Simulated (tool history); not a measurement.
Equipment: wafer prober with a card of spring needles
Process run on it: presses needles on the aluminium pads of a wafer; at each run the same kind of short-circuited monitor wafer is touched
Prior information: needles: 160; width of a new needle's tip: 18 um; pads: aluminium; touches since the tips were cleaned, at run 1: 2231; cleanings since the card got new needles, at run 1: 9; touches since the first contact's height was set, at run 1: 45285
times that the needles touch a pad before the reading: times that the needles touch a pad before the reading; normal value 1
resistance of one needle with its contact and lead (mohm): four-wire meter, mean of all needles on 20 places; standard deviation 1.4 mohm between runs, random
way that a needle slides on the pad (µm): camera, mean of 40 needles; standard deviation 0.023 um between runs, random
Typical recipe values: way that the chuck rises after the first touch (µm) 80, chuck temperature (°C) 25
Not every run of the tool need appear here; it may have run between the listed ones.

run	hour	way that the chuck rises after the first touch (µm)	chuck temperature (°C)	times that the needles touch a pad before the reading	touches since the tips were cleaned	cleanings since the card got new needles	touches since the first contact's height was set	resistance of one needle with its contact and lead (mohm)	way that a needle slides on the pad (µm)
1	0.0	80	25	1	2231	9	45285	146	12.62
# hour 4.9: tips cleaned on abrasive film
2	9.3	80	25	1	1884	10	49175	151	12.52
# hour 15.1: tips cleaned on abrasive film
3	16.7	80	25	1	684	11	52248	141	12.55
4	24.2	80	25	1	3837	11	55401	148	12.49
# hour 25.3: tips cleaned on abrasive film
5	30.5	80	25	1	2196	12	58034	147	12.52
# hour 35.3: tips cleaned on abrasive film
6	41.0	80	51	1	2405	13	62425	153	12.51
# hour 46.0: tips cleaned on abrasive film
7	49.2	80	25	3	1326	14	65827	140	12.49
# hour 56.1: tips cleaned on abrasive film
8	59.6	80	25	1	1483	15	70195	144	12.48
# hour 66.4: tips cleaned on abrasive film
# hour 68.1: tips cleaned on abrasive film, once more
9	69.8	80	25	1	705	17	74418	142	12.39
# hour 78.6: tips cleaned on abrasive film
10	79.6	80	25	1	426	18	78511	140	12.45
# hour 88.6: tips cleaned on abrasive film
11	91.1	80	25	1	1064	19	83326	145	12.42
# hour 99.4: tips cleaned on abrasive film
12	102.3	80	25	3	1217	20	88014	140	12.44
# hour 107.0: height of the first contact set anew
# hour 109.8: tips cleaned on abrasive film
13	113.5	100	25	3	1564	21	2690	137	15.88
# hour 120.2: tips cleaned on abrasive film
14	121.1	100	25	3	395	22	5871	134	15.83
15	129.6	80	25	1	3969	22	9445	150	12.71
# hour 130.7: tips cleaned on abrasive film
# hour 141.2: tips cleaned on abrasive film
16	141.4	80	25	1	87	24	14322	139	12.66
17	147.4	80	25	1	2624	24	16859	150	12.63
# hour 151.5: tips cleaned on abrasive film
18	158.2	90	61	3	2820	25	21377	145	14.21
# hour 161.8: tips cleaned on abrasive film
19	165.3	80	72	1	1443	26	24329	151	12.62
# hour 172.3: tips cleaned on abrasive film
20	172.5	80	72	1	88	27	27337	147	12.61
# hour 182.3: tips cleaned on abrasive film
21	182.9	74	72	2	257	28	31675	145	11.68
22	190.6	61	104	1	3521	28	34939	169	9.58
# hour 192.8: tips cleaned on abrasive film
23	200.4	61	60	1	3200	29	39031	162	9.60
# hour 202.9: tips cleaned on abrasive film
24	208.4	80	25	2	2334	30	42385	143	12.53
# hour 213.5: tips cleaned on abrasive film
25	216.3	80	25	2	1179	31	45677	143	12.54
# hour 224.5: tips cleaned on abrasive film
26	227.9	80	25	2	1449	32	50523	142	12.56
# hour 235.4: tips cleaned on abrasive film
27	235.8	65	25	1	166	33	53798	140	10.15
28	244.4	80	25	1	3796	33	57428	149	12.52
# hour 246.0: tips cleaned on abrasive film
29	254.9	76	112	1	3774	34	61841	162	11.86
# hour 256.1: tips cleaned on abrasive film
30	265.0	70	52	1	3776	35	66055	157	10.88
# hour 266.8: tips cleaned on abrasive film
31	273.8	70	52	1	2936	36	69710	155	10.87
# hour 277.2: tips cleaned on abrasive film
32	284.7	67	63	2	3167	37	74296	156	10.39

Subtracting, for every run, the result it would have given without the tool's unlogged condition from the measured result gives the following. The same run-to-run variation enters both numbers; the gauge's scatter may not:
Hidden conditions of the tool in this case: debris on the tips, nm; way that the needles fall short of the set height, um; tips' diameter, um; drift of the gauge itself on contact_mohm, %; drift of the gauge itself on scrub_um, %.
run	resistance of one needle with its contact and lead (mohm)	way that a needle slides on the pad (µm)
1	+8	-0.12
2	+14	-0.15
3	+4	-0.16
4	+12	-0.17
5	+10	-0.18
6	+10	-0.19
7	+3	-0.21
8	+8	-0.22
9	+6	-0.25
10	+3	-0.27
11	+7	-0.28
12	+2	-0.29
13	+3	-0.01
14	+1	-0.02
15	+12	-0.02
16	+2	-0.05
17	+11	-0.05
18	+3	-0.07
19	+7	-0.08
20	+2	-0.10
21	+2	-0.11
22	+16	-0.11
23	+17	-0.12
24	+6	-0.13
25	+4	-0.14
26	+5	-0.16
27	+3	-0.17
28	+12	-0.17
29	+11	-0.19
30	+15	-0.20
31	+14	-0.22
32	+10	-0.24
